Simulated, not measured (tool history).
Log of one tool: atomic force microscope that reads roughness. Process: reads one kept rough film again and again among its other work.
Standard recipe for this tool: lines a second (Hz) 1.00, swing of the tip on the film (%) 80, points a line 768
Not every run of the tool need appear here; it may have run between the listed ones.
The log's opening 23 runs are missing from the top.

| run | hour | lines a second (Hz) | swing of the tip on the film (%) | points a line | roughness of the kept film (nm (root mean square)) |
|---|---|---|---|---|---|
| 24 | 450.6 | 0.79 | 72 | 387 | 0.721 |
| 25 | 466.8 | 2.32 | 58 | 751 | 0.706 |
|  | 475.7 | new tip fitted |
| 26 | 482.9 | 2.30 | 84 | 338 | 0.713 |
| 27 | 500.9 | 2.30 | 84 | 670 | 0.703 |
| 28 | 513.3 | 3.47 | 84 | 1018 | 0.631 |
| 29 | 528.1 | 0.66 | 79 | 1002 | 0.801 |
| 30 | 552.8 | 1.12 | 81 | 552 | 0.732 |
| 31 | 580.1 | 1.60 | 83 | 997 | 0.679 |
| 32 | 598.3 | 1.35 | 62 | 601 | 0.732 |
|  | 614.7 | new tip fitted |
| 33 | 614.7 | 1.87 | 57 | 768 | 0.878 |
| 34 | 638.6 | 1.87 | 57 | 768 | 0.838 |
| 35 | 659.7 | 1.36 | 59 | 876 | 0.823 |
| 36 | 680.4 | 0.95 | 85 | 936 | 0.747 |

Below are 3 alternative next runs, each starting from the tool's condition after run 36. Predict each:
| A | 694.9 | 1.27 | 80 | 857 | ? |
| B | 694.9 | 2.91 | 85 | 936 | ? |
| C | 694.9 | 1.00 | 82 | 999 | ? |

| run | roughness of the kept film (nm (root mean square)) |
|---|---|
| A | 0.732 |
| B | 0.614 |
| C | 0.743 |
What these runs would have given with no unlogged condition in the tool:
| run | roughness of the kept film (nm (root mean square)) |
|---|---|
| A | 0.817 |
| B | 0.686 |
| C | 0.829 |
